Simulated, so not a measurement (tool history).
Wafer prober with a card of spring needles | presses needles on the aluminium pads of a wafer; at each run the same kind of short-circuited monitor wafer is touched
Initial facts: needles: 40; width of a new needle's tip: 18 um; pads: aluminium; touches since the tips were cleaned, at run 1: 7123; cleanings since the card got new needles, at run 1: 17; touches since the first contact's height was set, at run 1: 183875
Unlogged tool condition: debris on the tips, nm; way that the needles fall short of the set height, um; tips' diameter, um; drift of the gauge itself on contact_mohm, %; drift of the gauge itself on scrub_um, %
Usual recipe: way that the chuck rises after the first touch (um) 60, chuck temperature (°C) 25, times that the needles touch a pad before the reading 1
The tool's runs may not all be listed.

run   hour  way that the chuck rises after the first touch (um)  chuck temperature (°C)  times that the needles touch a pad before the reading  touches since the tips were cleaned  cleanings since the card got new needles  touches since the first contact's height was set  resistance of one needle with its contact and lead (mohm)  way that a needle slides on the pad (um)
  1      0                                                   60                      25                                                      1                                 7123                                        17                                            183875                                                        230                                      7.36
       4.5  -- tips cleaned on abrasive film
      22.4  -- tips cleaned on abrasive film
        36  -- height of the first contact set anew
      44.9  -- tips cleaned on abrasive film
      62.8  -- tips cleaned on abrasive film
  2   79.5                                                   60                      93                                                      1                                 8295                                        21                                             21430                                                        234                                      7.61
      83.8  -- tips cleaned on abrasive film
     105.8  -- tips cleaned on abrasive film
     127.7  -- tips cleaned on abrasive film
     145.5  -- tips cleaned on abrasive film
       164  -- tips cleaned on abrasive film
  3    164                                                   60                      93                                                      1                                    0                                        26                                             62905                                                        175                                      7.54
     186.1  -- tips cleaned on abrasive film
     208.4  -- tips cleaned on abrasive film
  4    209                                                   60                      93                                                      1                                  314                                        28                                             85040                                                        186                                       7.6
     226.6  -- tips cleaned on abrasive film
     248.9  -- tips cleaned on abrasive film
  5  254.3                                                   60                      93                                                      1                                 2705                                        30                                            107306                                                        219                                      7.49
     267.7  -- tips cleaned on abrasive film
     289.9  -- tips cleaned on abrasive film
     307.7  -- tips cleaned on abrasive film
  6  319.9                                                   60                      25                                                      1                                 6020                                        33                                            139549                                                        235                                      7.49
     328.9  -- tips cleaned on abrasive film
     351.1  -- tips cleaned on abrasive film
     373.4  -- tips cleaned on abrasive film
     395.6  -- tips cleaned on abrasive film
  7  410.8                                                   60                     118                                                      1                                 7520                                        37                                            184257                                                        241                                      7.44
     415.4  -- tips cleaned on abrasive film
     433.2  -- tips cleaned on abrasive film
     446.8  -- height of the first contact set anew
     455.8  -- tips cleaned on abrasive film
  8  466.6                                                   60                     118                                                      1                                 5339                                        40                                              9717                                                        232                                      7.74
     475.6  -- tips cleaned on abrasive film
     497.7  -- tips cleaned on abrasive film
     518.8  -- tips cleaned on abrasive film
  9  518.8                                                   65                      25                                                      1                                    0                                        43                                             35340                                                        162                                      8.28
     536.6  -- tips cleaned on abrasive film
     558.9  -- tips cleaned on abrasive film
     580.8  -- tips cleaned on abrasive film
 10  591.5                                                   65                      25                                                      1                                 5259                                        46                                             71102                                                        219                                       8.2
     600.1  -- tips cleaned on abrasive film
     617.9  -- tips cleaned on abrasive film
     640.1  -- tips cleaned on abrasive film
       658  -- tips cleaned on abrasive film
 11  669.7                                                   65                      25                                                      1                                 5774                                        50                                            109517                                                        222                                       8.2
     678.6  -- tips cleaned on abrasive film
     700.8  -- tips cleaned on abrasive film
       723  -- tips cleaned on abrasive film
 12    724                                                   65                      25                                                      1                                  490                                        53                                            136215                                                        172                                      8.09
     741.4  -- tips cleaned on abrasive film
     759.2  -- tips cleaned on abrasive film
 13  771.6                                                   65                      25                                                      1                                 6121                                        55                                            159612                                                        228                                      8.06

Run 14 is up next; what results do you expect?
     780.6  -- tips cleaned on abrasive film
     802.8  -- tips cleaned on abrasive film
       825  -- tips cleaned on abrasive film
     842.9  -- tips cleaned on abrasive film
 14  849.7                                                   60                      25                                                      1                                 3401                                        59                                            198006                                                          ?                                         ?

{"run 14": {"resistance of one needle with its contact and lead (mohm)": 234, "way that a needle slides on the pad (um)": 7.37}}
With no hidden state in the tool, this same run would have given resistance of one needle with its contact and lead (mohm) 153, way that a needle slides on the pad (um) 7.65.

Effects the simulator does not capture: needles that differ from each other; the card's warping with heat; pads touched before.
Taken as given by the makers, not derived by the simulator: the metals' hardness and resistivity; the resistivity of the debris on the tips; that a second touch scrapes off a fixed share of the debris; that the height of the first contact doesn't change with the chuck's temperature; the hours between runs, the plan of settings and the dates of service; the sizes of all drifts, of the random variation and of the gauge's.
